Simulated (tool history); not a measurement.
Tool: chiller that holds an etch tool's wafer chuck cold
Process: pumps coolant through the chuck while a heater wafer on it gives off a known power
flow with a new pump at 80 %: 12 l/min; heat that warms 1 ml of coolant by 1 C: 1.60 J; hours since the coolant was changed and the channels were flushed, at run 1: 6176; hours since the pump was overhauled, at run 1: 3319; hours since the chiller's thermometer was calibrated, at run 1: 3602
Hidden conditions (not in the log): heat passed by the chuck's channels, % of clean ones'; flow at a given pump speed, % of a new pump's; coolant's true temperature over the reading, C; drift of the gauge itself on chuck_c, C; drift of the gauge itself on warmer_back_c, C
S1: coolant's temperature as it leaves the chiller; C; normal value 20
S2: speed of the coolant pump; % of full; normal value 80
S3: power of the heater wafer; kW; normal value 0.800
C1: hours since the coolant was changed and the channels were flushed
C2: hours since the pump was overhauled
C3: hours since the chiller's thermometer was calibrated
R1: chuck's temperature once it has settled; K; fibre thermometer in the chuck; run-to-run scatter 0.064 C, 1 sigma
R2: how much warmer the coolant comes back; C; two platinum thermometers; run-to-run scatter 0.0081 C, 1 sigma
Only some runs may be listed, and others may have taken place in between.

Run 1, hour 0.0: usual settings; C1 6176; C2 3319; C3 3602. Result: R1 299.84 K, R2 2.549 C.
Run 2, hour 161.5: usual settings; C1 6337; C2 3480; C3 3764. Result: R1 299.98 K, R2 2.554 C.
Run 3, hour 274.8: usual settings; C1 6450; C2 3593; C3 3877. Result: R1 300.09 K, R2 2.544 C.
Run 4, hour 424.0: usual settings; C1 6600; C2 3743; C3 4026. Result: R1 300.18 K, R2 2.570 C.
Run 5, hour 511.0: usual settings but S3 0.404 kW; C1 6687; C2 3830; C3 4113. Result: R1 296.80 K, R2 1.290 C.
Run 6, hour 703.7: usual settings but S2 63 % of full, S3 0.404 kW; C1 6879; C2 4022; C3 4306. Result: R1 297.54 K, R2 1.678 C.
Run 7, hour 853.9: usual settings but S2 63 % of full, S3 0.404 kW; C1 7030; C2 4172; C3 4456. Result: R1 297.76 K, R2 1.668 C.
At hour 901.6: coolant changed, channels flushed.
Run 8, hour 1061.9: usual settings but S2 95 % of full; C1 160; C2 4375; C3 4658. Result: R1 298.45 K, R2 2.146 C.
At hour 1189.2: chiller's thermometer calibrated.
Run 9, hour 1255.4: usual settings but S2 65 % of full; C1 353; C2 4567; C3 66. Result: R1 300.26 K, R2 3.212 C.
Run 10, hour 1354.3: usual settings but S2 65 % of full; C1 452; C2 4666; C3 165. Result: R1 300.37 K, R2 3.221 C.
Run 11, hour 1521.4: usual settings but S1 14 C, S2 92 % of full, S3 0.777 kW; C1 619; C2 4833; C3 332. Result: R1 292.22 K, R2 2.159 C.
Run 12, hour 1695.7: usual settings but S1 17 C, S2 67 % of full, S3 0.405 kW; C1 793; C2 5007; C3 506. Result: R1 293.62 K, R2 1.585 C.
Run 13, hour 1792.7: usual settings but S1 21 C, S2 64 % of full, S3 0.416 kW; C1 890; C2 5104; C3 604. Result: R1 297.96 K, R2 1.698 C.
Run 14, hour 1985.4: usual settings but S1 28 C, S3 0.701 kW; C1 1083; C2 5297; C3 796. Result: R1 306.55 K, R2 2.278 C.
Run 15, hour 2100.6: usual settings but S1 28 C, S3 0.701 kW; C1 1198; C2 5412; C3 911. Result: R1 306.39 K, R2 2.279 C.
Run 16, hour 2198.5: usual settings but S2 70 % of full, S3 0.922 kW; C1 1296; C2 5510; C3 1009. Result: R1 301.11 K, R2 3.457 C.
Run 17, hour 2373.4: usual settings but S1 23 C, S2 79 % of full, S3 0.922 kW; C1 1471; C2 5685; C3 1184. Result: R1 303.24 K, R2 3.036 C.
Run 18, hour 2520.6: usual settings but S1 23 C, S2 79 % of full, S3 0.922 kW; C1 1618; C2 5832; C3 1331. Result: R1 303.30 K, R2 3.040 C.
Run 19, hour 2697.1: usual settings but S1 23 C, S2 79 % of full, S3 0.922 kW; C1 1795; C2 6009; C3 1508. Result: R1 303.44 K, R2 3.050 C.

For each run, the measured value with the value that run would have given without the tool's hidden condition subtracted. The run-to-run variation is shared by both, the gauge scatter possibly not:
run     R1      R2
  1  +1.13  +0.063
  2  +1.16  +0.065
  3  +1.18  +0.067
  4  +1.21  +0.069
  5  +0.74  +0.035
  6  +0.89  +0.047
  7  +0.91  +0.049
  8  +0.41  +0.066
  9  +0.29  +0.102
 10  +0.30  +0.105
 11  +0.25  +0.073
 12  +0.21  +0.054
 13  +0.23  +0.060
 14  +0.32  +0.082
 15  +0.35  +0.084
 16  +0.50  +0.129
 17  +0.49  +0.117
 18  +0.52  +0.119
 19  +0.55  +0.123
